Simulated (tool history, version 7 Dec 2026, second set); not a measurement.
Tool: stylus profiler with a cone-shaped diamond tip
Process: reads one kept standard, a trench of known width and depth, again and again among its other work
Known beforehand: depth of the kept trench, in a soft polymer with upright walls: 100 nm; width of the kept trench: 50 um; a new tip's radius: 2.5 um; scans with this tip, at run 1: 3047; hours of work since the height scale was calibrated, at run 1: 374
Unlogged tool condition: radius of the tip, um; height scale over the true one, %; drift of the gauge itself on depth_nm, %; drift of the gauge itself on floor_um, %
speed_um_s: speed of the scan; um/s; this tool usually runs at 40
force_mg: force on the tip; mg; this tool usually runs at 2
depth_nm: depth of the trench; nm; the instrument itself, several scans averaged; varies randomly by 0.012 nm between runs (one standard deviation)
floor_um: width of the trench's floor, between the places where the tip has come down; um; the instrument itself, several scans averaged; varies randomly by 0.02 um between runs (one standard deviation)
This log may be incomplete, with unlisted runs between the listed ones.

run,hour,speed_um_s,force_mg,scans with this tip,hours of work since the height scale was calibrated,depth_nm,floor_um
1,0,40,2,3047,374,101.16,48.43
2,65.5,40,2,3463,425,101.16,48.46
3,104.6,40,2,3711,456,101.15,48.45
4,148.5,40,1.87,3990,490,101.11,48.47
5,191.3,40,1.87,4262,523,101.08,48.44
6,234.1,40,0.69,4534,557,100.56,48.31
7,285.2,40,2,4859,597,101.17,48.44
8,369.9,13,1.22,5397,663,100.83,48.53
9,429.2,21,0.8,5774,709,100.61,48.49
10,477.7,21,0.8,6083,747,100.64,48.49
11,525.1,21,0.8,6384,784,100.62,48.44
12,567.8,48,0.69,6655,817,100.55,48.28

What will run 13 give?
13,634.9,152,0.86,7081,869,?,?

Logged for run 13: depth_nm 100.66 nm, floor_um 47.68 um.
Without the tool's hidden state the same run would have given depth_nm 100.66 nm, floor_um 47.69 um.
